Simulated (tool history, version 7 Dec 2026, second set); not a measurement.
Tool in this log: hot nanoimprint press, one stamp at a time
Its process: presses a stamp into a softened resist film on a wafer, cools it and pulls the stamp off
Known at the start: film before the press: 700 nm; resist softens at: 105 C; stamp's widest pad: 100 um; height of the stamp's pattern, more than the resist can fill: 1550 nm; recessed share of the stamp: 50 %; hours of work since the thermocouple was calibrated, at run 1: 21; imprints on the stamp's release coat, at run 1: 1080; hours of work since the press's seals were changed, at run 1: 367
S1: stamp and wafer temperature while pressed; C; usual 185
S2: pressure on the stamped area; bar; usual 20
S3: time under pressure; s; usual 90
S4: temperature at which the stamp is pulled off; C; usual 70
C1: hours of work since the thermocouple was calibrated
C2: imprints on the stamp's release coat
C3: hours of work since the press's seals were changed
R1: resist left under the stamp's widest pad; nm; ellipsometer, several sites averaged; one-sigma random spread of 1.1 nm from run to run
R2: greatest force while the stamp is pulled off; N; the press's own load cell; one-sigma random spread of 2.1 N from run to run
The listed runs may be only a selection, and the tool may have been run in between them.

run,hour,S1,S2,S3,S4,C1,C2,C3,R1,R2
1,0,185,20,90,70,21,1080,367,376.9,105
2,49.6,186,20,90,70,42,1180,388,367.2,106
3,85.6,177,20,90,70,57,1253,403,454.5,109
4,132.7,177,20,90,70,77,1348,422,454.9,109
5,187.5,177,20,90,70,99,1459,445,451.7,112
6,234.6,177,20,90,70,119,1554,465,451.4,113
7,280.2,177,20,90,70,138,1646,484,450.6,114
8,302.7,177,20,90,70,147,1691,493,450.5,112
9,343.2,185,20,90,70,164,1773,510,376.7,118
10,383.8,185,27.8,90,70,181,1855,527,329.7,113
11,408,185,20,90,70,191,1904,537,374.9,119
12,460.2,185,20,90,70,213,2009,559,373.6,117
13,506.2,185,20,90,70,232,2102,578,376.4,124
14,541.3,185,15.9,90,70,247,2173,592,407.5,121
15,587.7,185,15.9,90,70,266,2267,612,406.1,121
16,619.6,185,15.9,90,70,279,2331,625,410.3,124
# hour 650.5: plate thermocouple calibrated
# hour 682.8: stamp cleaned and given a new release coat
17,683.7,197,19,74,78,11,2,648,320.8,85
18,715.5,181,17.2,86,58,25,66,661,446.3,109
19,739.3,178,22.6,81,73,34,114,671,447.4,86
20,780.4,176,22.6,129,73,52,197,688,405.3,95
21,807.8,181,13.4,88,56,63,252,699,482.4,116
22,860.7,181,13.4,88,56,85,359,721,479.4,114
23,906.9,193,13.8,158,70,104,453,741,299.2,95
24,952.1,193,13.8,158,70,123,544,759,299.5,98
25,994.5,192,13.8,158,70,141,630,777,305.1,97
26,1033.9,196,22,124,67,157,709,793,247.9,103
27,1063.6,196,23.8,53,67,169,769,806,335.1,107
28,1098.6,197,22.3,53,67,184,840,820,336.6,104
29,1128.1,197,22.3,53,67,196,899,833,337.1,105
30,1156.1,197,22.3,53,67,208,956,844,337.8,110
31,1186.7,197,22.3,53,67,221,1018,857,336.4,106

Difference, measured minus no-hidden-state, one row per run. Run-to-run variation is common to both terms; the gauge's own scatter need not be:
The hidden state here: true temperature over the reading, C; pressure that arrives at the usual setting, %; grip of the stamp's worn release coat, % over a new coat's; drift of the gauge itself on residual_nm, %; drift of the gauge itself on pull_off_n, %.
run,R1,R2
1,+3.6,+14
2,+3.3,+16
3,+3,+17
4,+2.6,+18
5,+2.1,+20
6,+1.7,+21
7,+1.4,+23
8,+1.2,+22
9,+1.6,+24
10,+3.5,+24
11,+1.1,+26
12,+0.8,+26
13,+0.6,+30
14,-1.1,+29
15,-1.4,+31
16,-1.7,+32
17,+7.4,+0
18,+7.1,+1
19,+9.1,+1
20,+8.9,+3
21,+4.7,+4
22,+4.3,+5
23,+4,+6
24,+3.7,+7
25,+3.5,+8
26,+5.9,+10
27,+7.8,+10
28,+7.2,+11
29,+7.1,+12
30,+7,+13
31,+6.8,+14

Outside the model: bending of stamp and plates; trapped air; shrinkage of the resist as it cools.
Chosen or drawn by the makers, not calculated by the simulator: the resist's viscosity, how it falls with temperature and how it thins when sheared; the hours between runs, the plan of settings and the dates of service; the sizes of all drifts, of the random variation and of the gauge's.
